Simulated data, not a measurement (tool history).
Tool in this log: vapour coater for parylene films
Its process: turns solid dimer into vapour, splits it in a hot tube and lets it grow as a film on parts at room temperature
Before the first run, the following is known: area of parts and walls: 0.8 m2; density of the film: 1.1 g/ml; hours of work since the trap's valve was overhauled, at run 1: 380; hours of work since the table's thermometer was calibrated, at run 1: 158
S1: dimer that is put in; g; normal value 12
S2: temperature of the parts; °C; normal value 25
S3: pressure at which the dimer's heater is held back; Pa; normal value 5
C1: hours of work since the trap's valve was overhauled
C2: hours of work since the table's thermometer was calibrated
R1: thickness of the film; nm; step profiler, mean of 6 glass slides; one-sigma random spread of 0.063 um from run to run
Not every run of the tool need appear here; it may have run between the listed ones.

run	hour	S1	S2	S3	C1	C2	R1
1	0	12	25	5	380	158	6450
# hour 42.2: trap's valve overhauled
2	54.8	12	25	5	10	198	7460
3	92.6	12	25	5	40	229	7350
4	147.4	12	25	5.75	84	273	7120
5	220.9	8	25	5.75	143	331	4540
6	281.9	8	25	5.75	192	380	4440
7	332.3	8	25	5.75	232	421	4390
8	376.9	7	25	5.75	268	456	3850
9	408	12	17	2.01	293	481	9480
10	464.5	12	17	2.01	338	527	9380
11	523.6	12	17	2.01	386	574	9040

Alternative continuations, all from the tool just after run 11; predict every row:
# hour 558.6: trap's valve overhauled
A	587.9	15	21	3.58	23	622	?
# hour 558.6: trap's valve overhauled
B	587.9	12	25	3.92	23	622	?
# hour 558.6: trap's valve overhauled
C	587.9	8	17	2.01	23	622	?

run	R1
A	10940
B	7530
C	7130
The same runs, with their run-to-run variation unchanged, on a tool lacking any hidden condition would have given:
run	R1
A	11120
B	7650
C	7250

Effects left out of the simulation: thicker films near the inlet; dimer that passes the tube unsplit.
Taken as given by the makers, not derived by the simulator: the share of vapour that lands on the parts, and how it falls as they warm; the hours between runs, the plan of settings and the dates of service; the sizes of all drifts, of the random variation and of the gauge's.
